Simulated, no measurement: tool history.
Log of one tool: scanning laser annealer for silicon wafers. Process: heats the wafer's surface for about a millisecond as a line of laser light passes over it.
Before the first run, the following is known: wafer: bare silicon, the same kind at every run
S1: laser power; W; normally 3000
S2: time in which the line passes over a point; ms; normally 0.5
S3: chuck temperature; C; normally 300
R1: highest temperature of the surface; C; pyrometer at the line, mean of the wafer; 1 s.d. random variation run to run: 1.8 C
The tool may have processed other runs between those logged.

run 1 day=0 | S1=3000 S2=0.5 S3=300 | R1=1046
run 2 day=0.725 | S1=3000 S2=0.5 S3=300 | R1=1045
run 3 day=1.404 | S1=3000 S2=0.617 S3=300 | R1=1138
run 4 day=1.904 | S1=3000 S2=0.5 S3=305 | R1=1049
run 5 day=2.804 | S1=3000 S2=0.5 S3=305 | R1=1052
run 6 day=3.212 | S1=3000 S2=0.5 S3=305 | R1=1052
run 7 day=4.083 | S1=3000 S2=0.5 S3=305 | R1=1049
run 8 day=5.021 | S1=3000 S2=0.5 S3=305 | R1=1046
run 9 day=5.696 | S1=3000 S2=0.5 S3=305 | R1=1046
run 10 day=6.442 | S1=3000 S2=0.5 S3=305 | R1=1051
-- day=6.608 laser's power meter calibrated
run 11 day=7.483 | S1=3000 S2=0.5 S3=284 | R1=1029
run 12 day=8.058 | S1=3000 S2=0.5 S3=284 | R1=1025
-- day=8.275 laser's power meter calibrated, once more
run 13 day=9 | S1=3000 S2=0.5 S3=284 | R1=1028
run 14 day=9.871 | S1=3000 S2=0.5 S3=284 | R1=1028

Run 15 is up next; what results do you expect?
run 15 day=10.475 | S1=3000 S2=0.5 S3=284 | R1=?

R1: 1029 C
Had the tool carried no hidden state, the very same run would have given R1 1047 C.
